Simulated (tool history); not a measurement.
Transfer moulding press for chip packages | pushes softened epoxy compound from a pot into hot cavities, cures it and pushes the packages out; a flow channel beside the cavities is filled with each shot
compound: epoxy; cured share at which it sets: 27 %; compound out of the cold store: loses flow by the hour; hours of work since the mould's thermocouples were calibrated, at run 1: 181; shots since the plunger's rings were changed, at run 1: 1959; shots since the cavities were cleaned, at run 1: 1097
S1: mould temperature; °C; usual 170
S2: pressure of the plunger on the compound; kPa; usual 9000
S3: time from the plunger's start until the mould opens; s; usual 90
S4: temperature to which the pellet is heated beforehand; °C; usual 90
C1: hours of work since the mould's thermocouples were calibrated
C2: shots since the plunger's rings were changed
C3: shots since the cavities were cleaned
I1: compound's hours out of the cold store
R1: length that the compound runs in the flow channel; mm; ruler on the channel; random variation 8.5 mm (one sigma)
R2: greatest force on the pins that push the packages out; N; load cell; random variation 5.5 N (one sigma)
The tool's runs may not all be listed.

run    hour   S1     S2   S3   S4   C1    C2    C3    I1    R1   R2
  1     0.0  170   9000   90   90  181  1959  1097  13.5  1021  435
       10.4  -- cavities cleaned with cleaning compound and waxed
  2    49.5  170   9000   90   90  206  2439   391  15.7  1001  329
  3    89.9  164   9000   90   90  228  2843   795  36.5   873  510
      127.6  -- cavities cleaned with cleaning compound and waxed
  4   143.7  164   9000   90   90  256  3365   160  14.7  1002  371
  5   186.2  170   9000   90   97  278  3790   585  28.2   900  359
  6   217.7  170   9000   90   97  295  4105   900  27.4   880  386
      246.4  -- cavities cleaned with cleaning compound and waxed
  7   265.2  170   9000   90   90  319  4564   187  34.4   827  256
  8   327.2  170   9000   75   90  352  5184   807  23.2   905  589
      364.2  -- cavities cleaned with cleaning compound and waxed
  9   380.3  177   9000   75   90  380  5700   161   9.1   957  269
      428.4  -- plunger's sealing rings changed
 10   444.2  177   9000   75   90  412   158   775  32.9   893  364
 11   475.6  177   9000   75   90  429   471  1088  34.3   866  393
      485.1  -- cavities cleaned with cleaning compound and waxed
 12   513.6  170   9000   90   80  449   836   285  14.0  1034  314
 13   562.8  166   9000   90   80  475  1328   777  31.2   921  508
      604.8  -- cavities cleaned with cleaning compound and waxed
 14   621.2  170   9000   90   90  505  1896   163  18.9   974  279
 15   680.2  170   8150   77   89  536  2487   754  34.0   815  520
      724.9  -- cavities cleaned with cleaning compound and waxed
 16   731.1  171   8150   77   89  563  2981    63  47.7   749  263
 17   763.1  168   9000   90   81  580  3300   382  45.8   806  367
 18   806.9  170  10040   90  100  603  3738   820  17.3  1013  386
      847.5  -- cavities cleaned with cleaning compound and waxed
 19   852.6  170   9000   75   83  627  4180    52  19.6   935  332
      859.7  -- mould's thermocouples calibrated
 20   882.2  167   9000   90   82   12  4455   327  41.5   820  326
 21   941.9  170   7770   77   86   44  5052   924  43.4   723  475
      968.0  -- cavities cleaned with cleaning compound and waxed
 22   983.6  163   7430  110   90   65  5454   156  12.6   893  261
 23  1014.5  170   9000  113   90   82  5763   465  18.4   922  268
     1056.0  -- plunger's sealing rings changed
 24  1068.1  164   8320   90   90  109   121   975  40.3   842  522
     1088.4  -- cavities cleaned with cleaning compound and waxed
 25  1106.6  164   8320   80   90  128   491   182  27.8   917  449
 26  1167.7  165  10490   89   81  161  1101   792  12.2  1152  546
     1207.0  -- cavities cleaned with cleaning compound and waxed
 27  1211.1  167  10580  110   96  183  1520    40  15.0  1101  195

Some steps in R1 between neighbouring runs. How much of each would the tool show without its hidden state too (settings, what came in, random variation), and how much is left for the hidden state, with any gauge scatter that isn't in both results?
The hidden state here: true mould temperature over the reading, C; pressure that reaches the compound, % of what is set; grip of the stained cavities, % over clean ones'; drift of the gauge itself on flow_mm, %; drift of the gauge itself on push_out_n, %.
Run 9 -> 10: plunger's sealing rings changed. R1 -64 mm: hidden state +93, all else -157.
Run 17 -> 18: S1 168 -> 170, S2 9000 -> 10040, S4 81 -> 100. R1 +207 mm: hidden state -19, all else +226.
Run 23 -> 24: S1 170 -> 164, S2 9000 -> 8320, S3 113 -> 90, plunger's sealing rings changed. R1 -80 mm: hidden state +89, all else -169.
Run 25 -> 26: S1 164 -> 165, S2 8320 -> 10490, S3 80 -> 89, S4 90 -> 81. R1 +235 mm: hidden state -12, all else +247.
